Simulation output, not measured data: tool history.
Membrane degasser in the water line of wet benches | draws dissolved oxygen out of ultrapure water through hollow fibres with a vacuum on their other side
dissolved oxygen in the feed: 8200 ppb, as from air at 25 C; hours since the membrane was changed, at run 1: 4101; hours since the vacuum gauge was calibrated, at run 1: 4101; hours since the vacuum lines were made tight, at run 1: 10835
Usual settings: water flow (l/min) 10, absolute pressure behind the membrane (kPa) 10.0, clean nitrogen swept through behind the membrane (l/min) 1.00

run    hour  water flow (l/min)  absolute pressure behind the membrane (kPa)  clean nitrogen swept through behind the membrane (l/min)  hours since the membrane was changed  hours since the vacuum gauge was calibrated  hours since the vacuum lines were made tight  dissolved oxygen in the water behind the degasser (ppb)  pressure that the water loses in the fibres (kPa)
  1     0.0                  10                                         10.0                                                      1.00                                  4101                                         4101                                         10835                                                    207.9                                              55.61
  2   241.3                  10                                         10.0                                                      1.00                                  4342                                         4342                                         11076                                                    203.8                                              55.98
      422.8  -- seals of the vacuum lines changed
  3   475.9                   9                                         10.0                                                      1.00                                  4575                                         4575                                            53                                                    170.8                                              50.07
  4   783.1                  10                                         10.0                                                      1.68                                  4882                                         4882                                           360                                                    135.1                                              55.61
  5  1003.2                  10                                         11.0                                                      1.00                                  5102                                         5102                                           580                                                    216.3                                              56.16
  6  1284.8                  10                                         11.0                                                      1.00                                  5384                                         5384                                           862                                                    221.8                                              55.76
  7  1415.6                  10                                         11.0                                                      1.00                                  5515                                         5515                                           993                                                    223.6                                              56.01
  8  1615.2                  10                                         11.0                                                      1.00                                  5714                                         5714                                          1192                                                    223.2                                              55.54
  9  1787.3                  15                                          9.5                                                      1.20                                  5886                                         5886                                          1365                                                    271.5                                              83.85
 10  2084.6                  15                                          9.5                                                      1.20                                  6184                                         6184                                          1662                                                    273.0                                              84.02
 11  2271.6                   9                                         10.0                                                      1.23                                  6371                                         6371                                          1849                                                    155.1                                              50.51
 12  2421.1                   9                                         10.0                                                      1.23                                  6520                                         6520                                          1998                                                    152.1                                              50.96
 13  2579.1                  10                                          8.5                                                      1.95                                  6678                                         6678                                          2156                                                    105.3                                              56.15
 14  2893.2                   7                                         22.1                                                      0.42                                  6992                                         6992                                          2470                                                    704.8                                              39.45
 15  3036.7                   7                                         13.2                                                      0.42                                  7136                                         7136                                          2614                                                    398.3                                              39.08
 16  3261.5                  10                                         19.4                                                      1.00                                  7361                                         7361                                          2839                                                    417.4                                              56.08

5 ways to go on from here, each from the tool as it stands after run 16. What would each give?
  A  3489.4                  10                                         16.5                                                      1.00                                  7589                                         7589                                          3067                                                        ?                                                  ?
  B  3489.4                  12                                         19.4                                                      0.48                                  7589                                         7589                                          3067                                                        ?                                                  ?
  C  3489.4                   6                                         20.8                                                      0.44                                  7589                                         7589                                          3067                                                        ?                                                  ?
  D  3489.4                   6                                         10.0                                                      0.76                                  7589                                         7589                                          3067                                                        ?                                                  ?
  E  3489.4                  10                                         14.2                                                      1.00                                  7589                                         7589                                          3067                                                        ?                                                  ?

run  dissolved oxygen in the water behind the degasser (ppb)  pressure that the water loses in the fibres (kPa)
  A                                                    350.1                                              56.61
  B                                                    881.7                                              67.49
  C                                                    551.8                                              33.84
  D                                                    144.9                                              34.17
  E                                                    303.3                                              56.34
Without the tool's hidden state the same runs would have given:
run  dissolved oxygen in the water behind the degasser (ppb)  pressure that the water loses in the fibres (kPa)
  A                                                    332.2                                              54.75
  B                                                    852.4                                              65.27
  C                                                    529.6                                              32.73
  D                                                    133.2                                              33.05
  E                                                    285.6                                              54.49
